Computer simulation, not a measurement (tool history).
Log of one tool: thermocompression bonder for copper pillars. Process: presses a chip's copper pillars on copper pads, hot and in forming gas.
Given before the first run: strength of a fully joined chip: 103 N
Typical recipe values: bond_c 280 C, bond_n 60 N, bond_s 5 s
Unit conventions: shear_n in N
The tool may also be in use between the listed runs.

{"run": 1, "hour": 0.0, "bond_c": 280, "bond_n": 60, "bond_s": 5, "shear_n": 57}
{"run": 2, "hour": 43.5, "bond_c": 280, "bond_n": 60, "bond_s": 5, "shear_n": 56.2}
{"run": 3, "hour": 106.6, "bond_c": 280, "bond_n": 63, "bond_s": 5, "shear_n": 59.8}
{"run": 4, "hour": 158.7, "bond_c": 280, "bond_n": 63, "bond_s": 5, "shear_n": 58.8}
{"run": 5, "hour": 218.7, "bond_c": 280, "bond_n": 63, "bond_s": 5, "shear_n": 58.8}
{"run": 6, "hour": 277.1, "bond_c": 280, "bond_n": 63, "bond_s": 5, "shear_n": 60}
{"run": 7, "hour": 318.0, "bond_c": 280, "bond_n": 63, "bond_s": 5, "shear_n": 59.9}
{"hour": 398.3, "done": "heater calibrated with a thermocouple chip"}
{"run": 8, "hour": 409.8, "bond_c": 280, "bond_n": 60, "bond_s": 5, "shear_n": 50}
{"run": 9, "hour": 463.9, "bond_c": 280, "bond_n": 60, "bond_s": 5, "shear_n": 51.4}
{"run": 10, "hour": 503.5, "bond_c": 280, "bond_n": 60, "bond_s": 5, "shear_n": 52.3}
{"hour": 553.4, "done": "forming gas filter changed"}
{"run": 11, "hour": 553.4, "bond_c": 280, "bond_n": 62, "bond_s": 5, "shear_n": 53.3}
{"run": 12, "hour": 599.3, "bond_c": 280, "bond_n": 62, "bond_s": 5, "shear_n": 52.9}
{"run": 13, "hour": 663.4, "bond_c": 304, "bond_n": 60, "bond_s": 5, "shear_n": 70.4}
{"run": 14, "hour": 716.6, "bond_c": 304, "bond_n": 60, "bond_s": 5, "shear_n": 69.3}
{"run": 15, "hour": 756.9, "bond_c": 304, "bond_n": 60, "bond_s": 5, "shear_n": 69.7}
{"run": 16, "hour": 835.1, "bond_c": 297, "bond_n": 60, "bond_s": 5, "shear_n": 64.6}
{"run": 17, "hour": 889.3, "bond_c": 283, "bond_n": 60, "bond_s": 5, "shear_n": 56.2}
{"run": 18, "hour": 965.0, "bond_c": 283, "bond_n": 60, "bond_s": 5, "shear_n": 58.2}

What will run 19 give?
{"run": 19, "hour": 1036.5, "bond_c": 259, "bond_n": 60, "bond_s": 12, "shear_n": "?"}

shear_n: 57 N
On a tool with no hidden condition, and with the same random variation, this run would have come out at shear_n 52 N.

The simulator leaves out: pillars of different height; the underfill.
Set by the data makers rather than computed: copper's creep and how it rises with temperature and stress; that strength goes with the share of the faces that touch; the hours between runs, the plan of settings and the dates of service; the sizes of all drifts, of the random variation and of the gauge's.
